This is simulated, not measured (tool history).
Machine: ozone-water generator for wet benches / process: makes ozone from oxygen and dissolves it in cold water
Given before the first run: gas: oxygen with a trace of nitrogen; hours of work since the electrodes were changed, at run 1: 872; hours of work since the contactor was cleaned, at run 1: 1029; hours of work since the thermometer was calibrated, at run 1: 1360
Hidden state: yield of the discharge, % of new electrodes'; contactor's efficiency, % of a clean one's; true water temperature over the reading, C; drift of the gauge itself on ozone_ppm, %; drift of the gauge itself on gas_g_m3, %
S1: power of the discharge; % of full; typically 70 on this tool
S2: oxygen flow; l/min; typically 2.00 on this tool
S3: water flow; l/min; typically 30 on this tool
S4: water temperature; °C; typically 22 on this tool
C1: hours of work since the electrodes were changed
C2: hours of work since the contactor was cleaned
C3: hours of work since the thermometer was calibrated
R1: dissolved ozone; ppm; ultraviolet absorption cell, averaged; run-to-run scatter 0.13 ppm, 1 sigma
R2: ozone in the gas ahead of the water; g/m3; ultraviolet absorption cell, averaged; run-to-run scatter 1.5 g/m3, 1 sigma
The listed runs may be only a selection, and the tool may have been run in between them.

{"run": 1, "day": 0.0, "S1": 70, "S2": 2.0, "S3": 30, "S4": 22, "C1": 872, "C2": 1029, "C3": 1360, "R1": 12.6, "R2": 273.4}
{"run": 2, "day": 6.233, "S1": 70, "S2": 2.0, "S3": 30, "S4": 22, "C1": 971, "C2": 1129, "C3": 1460, "R1": 12.9, "R2": 273.3}
{"run": 3, "day": 12.012, "S1": 70, "S2": 2.0, "S3": 30, "S4": 22, "C1": 1064, "C2": 1221, "C3": 1552, "R1": 12.6, "R2": 271.2}
{"run": 4, "day": 17.729, "S1": 74, "S2": 2.0, "S3": 30, "S4": 22, "C1": 1156, "C2": 1313, "C3": 1644, "R1": 13.3, "R2": 282.0}
{"run": 5, "day": 25.296, "S1": 74, "S2": 2.0, "S3": 30, "S4": 22, "C1": 1277, "C2": 1434, "C3": 1765, "R1": 13.2, "R2": 283.2}
{"run": 6, "day": 28.638, "S1": 74, "S2": 2.0, "S3": 30, "S4": 22, "C1": 1331, "C2": 1488, "C3": 1819, "R1": 13.1, "R2": 282.2}
{"run": 7, "day": 35.329, "S1": 74, "S2": 2.0, "S3": 30, "S4": 22, "C1": 1438, "C2": 1595, "C3": 1926, "R1": 13.1, "R2": 280.4}
{"run": 8, "day": 40.738, "S1": 70, "S2": 2.0, "S3": 30, "S4": 22, "C1": 1525, "C2": 1682, "C3": 2013, "R1": 12.4, "R2": 267.9}
{"run": 9, "day": 45.933, "S1": 70, "S2": 2.0, "S3": 30, "S4": 22, "C1": 1608, "C2": 1765, "C3": 2096, "R1": 12.6, "R2": 270.3}
{"run": 10, "day": 53.296, "S1": 76, "S2": 2.0, "S3": 30, "S4": 22, "C1": 1726, "C2": 1883, "C3": 2214, "R1": 13.4, "R2": 284.7}
{"run": 11, "day": 57.625, "S1": 70, "S2": 2.0, "S3": 30, "S4": 22, "C1": 1796, "C2": 1953, "C3": 2284, "R1": 12.7, "R2": 271.1}
{"run": 12, "day": 64.871, "S1": 70, "S2": 2.0, "S3": 30, "S4": 22, "C1": 1912, "C2": 2069, "C3": 2400, "R1": 12.7, "R2": 267.9}
{"run": 13, "day": 68.212, "S1": 70, "S2": 2.0, "S3": 30, "S4": 22, "C1": 1966, "C2": 2123, "C3": 2454, "R1": 12.3, "R2": 266.4}
{"run": 14, "day": 74.5, "S1": 70, "S2": 2.0, "S3": 30, "S4": 22, "C1": 2066, "C2": 2223, "C3": 2554, "R1": 12.7, "R2": 267.3}
{"run": 15, "day": 82.479, "S1": 47, "S2": 2.0, "S3": 30, "S4": 22, "C1": 2194, "C2": 2351, "C3": 2682, "R1": 9.3, "R2": 192.8}
{"run": 16, "day": 85.95, "S1": 70, "S2": 2.03, "S3": 30, "S4": 22, "C1": 2250, "C2": 2407, "C3": 2738, "R1": 12.7, "R2": 264.1}
{"day": 87.092, "done": "gauge calibrated"}
{"run": 17, "day": 91.179, "S1": 95, "S2": 1.26, "S3": 20, "S4": 19, "C1": 2334, "C2": 2491, "C3": 2822, "R1": 20.8, "R2": 440.1}
{"run": 18, "day": 98.358, "S1": 73, "S2": 1.74, "S3": 22, "S4": 22, "C1": 2449, "C2": 2606, "C3": 2937, "R1": 16.4, "R2": 301.7}
{"run": 19, "day": 106.079, "S1": 73, "S2": 1.74, "S3": 22, "S4": 22, "C1": 2573, "C2": 2730, "C3": 3061, "R1": 16.5, "R2": 302.2}
{"run": 20, "day": 113.762, "S1": 66, "S2": 2.46, "S3": 45, "S4": 28, "C1": 2696, "C2": 2853, "C3": 3184, "R1": 8.3, "R2": 231.4}
{"run": 21, "day": 121.646, "S1": 70, "S2": 1.71, "S3": 30, "S4": 22, "C1": 2823, "C2": 2980, "C3": 3311, "R1": 12.1, "R2": 290.7}
{"run": 22, "day": 126.938, "S1": 70, "S2": 1.71, "S3": 30, "S4": 22, "C1": 2907, "C2": 3065, "C3": 3395, "R1": 11.9, "R2": 293.0}
{"day": 130.408, "done": "contactor cleaned"}
{"run": 23, "day": 135.0, "S1": 79, "S2": 1.34, "S3": 33, "S4": 22, "C1": 3034, "C2": 74, "C3": 3522, "R1": 11.0, "R2": 365.6}
{"run": 24, "day": 140.417, "S1": 98, "S2": 2.0, "S3": 46, "S4": 22, "C1": 3121, "C2": 161, "C3": 3609, "R1": 10.9, "R2": 348.3}
{"run": 25, "day": 144.408, "S1": 86, "S2": 2.0, "S3": 30, "S4": 26, "C1": 3185, "C2": 225, "C3": 3673, "R1": 14.3, "R2": 310.4}
{"run": 26, "day": 152.238, "S1": 95, "S2": 3.01, "S3": 30, "S4": 22, "C1": 3311, "C2": 350, "C3": 3799, "R1": 17.8, "R2": 273.0}
{"run": 27, "day": 159.475, "S1": 95, "S2": 3.01, "S3": 30, "S4": 22, "C1": 3427, "C2": 466, "C3": 3915, "R1": 17.8, "R2": 271.4}
{"run": 28, "day": 166.246, "S1": 69, "S2": 2.0, "S3": 30, "S4": 17, "C1": 3535, "C2": 575, "C3": 4023, "R1": 12.8, "R2": 263.4}
{"run": 29, "day": 171.288, "S1": 69, "S2": 2.0, "S3": 30, "S4": 17, "C1": 3616, "C2": 656, "C3": 4104, "R1": 12.7, "R2": 260.7}
{"run": 30, "day": 177.967, "S1": 69, "S2": 2.0, "S3": 30, "S4": 17, "C1": 3723, "C2": 763, "C3": 4211, "R1": 12.7, "R2": 264.2}
{"run": 31, "day": 185.992, "S1": 93, "S2": 1.28, "S3": 25, "S4": 17, "C1": 3852, "C2": 891, "C3": 4340, "R1": 16.7, "R2": 419.1}
{"run": 32, "day": 189.233, "S1": 59, "S2": 2.0, "S3": 30, "S4": 22, "C1": 3904, "C2": 943, "C3": 4392, "R1": 10.9, "R2": 229.3}

Each run again, without the hidden state but with its own random variation kept:
run=1 R2=273.5
run=2 R2=274.0
run=3 R2=272.4
run=4 R2=283.8
run=5 R2=285.7
run=6 R2=285.0
run=7 R2=283.8
run=8 R2=271.6
run=9 R2=274.4
run=10 R2=289.7
run=11 R2=276.3
run=12 R2=273.8
run=13 R2=272.5
run=14 R2=273.9
run=15 R2=198.0
run=16 R2=271.7
run=17 R2=441.4
run=18 R2=303.2
run=19 R2=304.5
run=20 R2=233.7
run=21 R2=294.3
run=22 R2=297.2
run=23 R2=371.8
run=24 R2=354.9
run=25 R2=316.7
run=26 R2=279.2
run=27 R2=278.3
run=28 R2=270.6
run=29 R2=268.2
run=30 R2=272.5
run=31 R2=433.6
run=32 R2=237.3
R1: differs from the measured result by no more than 0.1 ppm in any run.
